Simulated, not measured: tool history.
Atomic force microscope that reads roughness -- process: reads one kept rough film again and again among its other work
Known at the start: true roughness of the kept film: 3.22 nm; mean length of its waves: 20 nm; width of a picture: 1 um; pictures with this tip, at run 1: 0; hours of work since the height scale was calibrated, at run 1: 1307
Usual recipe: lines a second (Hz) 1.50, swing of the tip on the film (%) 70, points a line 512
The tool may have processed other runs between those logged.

| run | hour | lines a second (Hz) | swing of the tip on the film (%) | points a line | pictures with this tip | hours of work since the height scale was calibrated | roughness of the kept film (nm (root mean square)) |
|---|---|---|---|---|---|---|---|
| 1 | 0.0 | 1.50 | 70 | 512 | 0 | 1307 | 2.299 |
| 2 | 43.5 | 1.50 | 70 | 512 | 67 | 1336 | 2.232 |
| 3 | 108.2 | 1.50 | 85 | 512 | 167 | 1379 | 1.894 |
| 4 | 158.6 | 1.50 | 70 | 512 | 245 | 1412 | 2.025 |
| 5 | 206.3 | 1.50 | 70 | 512 | 318 | 1444 | 1.941 |
|  | 219.9 | new tip fitted |
| 6 | 273.1 | 1.50 | 68 | 512 | 82 | 1488 | 2.216 |
| 7 | 321.3 | 1.50 | 68 | 512 | 156 | 1520 | 2.131 |
| 8 | 368.5 | 1.50 | 68 | 512 | 229 | 1551 | 2.051 |
| 9 | 409.2 | 1.50 | 68 | 512 | 292 | 1578 | 1.972 |
|  | 435.2 | new tip fitted |
|  | 476.6 | height scale calibrated on a step standard |
| 10 | 476.6 | 1.50 | 68 | 512 | 62 | 0 | 2.314 |
| 11 | 538.4 | 1.50 | 68 | 512 | 158 | 41 | 2.191 |
| 12 | 609.4 | 0.85 | 70 | 512 | 267 | 88 | 2.163 |
|  | 656.5 | new tip fitted |
| 13 | 680.2 | 1.50 | 70 | 512 | 37 | 135 | 2.303 |
| 14 | 711.0 | 1.50 | 70 | 614 | 84 | 155 | 2.220 |
| 15 | 751.7 | 1.20 | 78 | 787 | 147 | 182 | 2.117 |
| 16 | 821.6 | 1.20 | 78 | 787 | 255 | 229 | 2.003 |
| 17 | 862.3 | 1.20 | 59 | 787 | 318 | 256 | 2.099 |
|  | 871.7 | new tip fitted |
| 18 | 909.2 | 0.80 | 59 | 530 | 58 | 287 | 2.398 |
| 19 | 956.5 | 1.49 | 70 | 333 | 131 | 318 | 2.145 |
| 20 | 1027.3 | 2.33 | 83 | 696 | 240 | 365 | 1.749 |
|  | 1086.4 | new tip fitted |
| 21 | 1090.7 | 1.50 | 74 | 394 | 7 | 407 | 2.259 |
| 22 | 1150.6 | 1.50 | 80 | 896 | 99 | 447 | 2.102 |
| 23 | 1198.0 | 1.59 | 66 | 275 | 172 | 478 | 2.121 |
| 24 | 1227.8 | 1.38 | 76 | 329 | 219 | 498 | 2.005 |
| 25 | 1260.4 | 3.85 | 58 | 329 | 269 | 519 | 1.953 |

Each row is a separate what-if for the run after 25, all from the same tool condition, not one after another. Results?
| A | 1291.4 | 3.85 | 63 | 329 | 317 | 540 | ? |
| B | 1291.4 | 1.50 | 70 | 413 | 317 | 540 | ? |
| C | 1291.4 | 1.50 | 70 | 499 | 317 | 540 | ? |
| D | 1291.4 | 1.50 | 70 | 587 | 317 | 540 | ? |
| E | 1291.4 | 3.65 | 75 | 895 | 317 | 540 | ? |

| run | roughness of the kept film (nm (root mean square)) |
|---|---|
| A | 1.857 |
| B | 1.992 |
| C | 2.004 |
| D | 1.991 |
| E | 1.691 |
Had the tool no hidden state, the same runs would have come out as:
| run | roughness of the kept film (nm (root mean square)) |
|---|---|
| A | 2.216 |
| B | 2.376 |
| C | 2.391 |
| D | 2.376 |
| E | 2.017 |

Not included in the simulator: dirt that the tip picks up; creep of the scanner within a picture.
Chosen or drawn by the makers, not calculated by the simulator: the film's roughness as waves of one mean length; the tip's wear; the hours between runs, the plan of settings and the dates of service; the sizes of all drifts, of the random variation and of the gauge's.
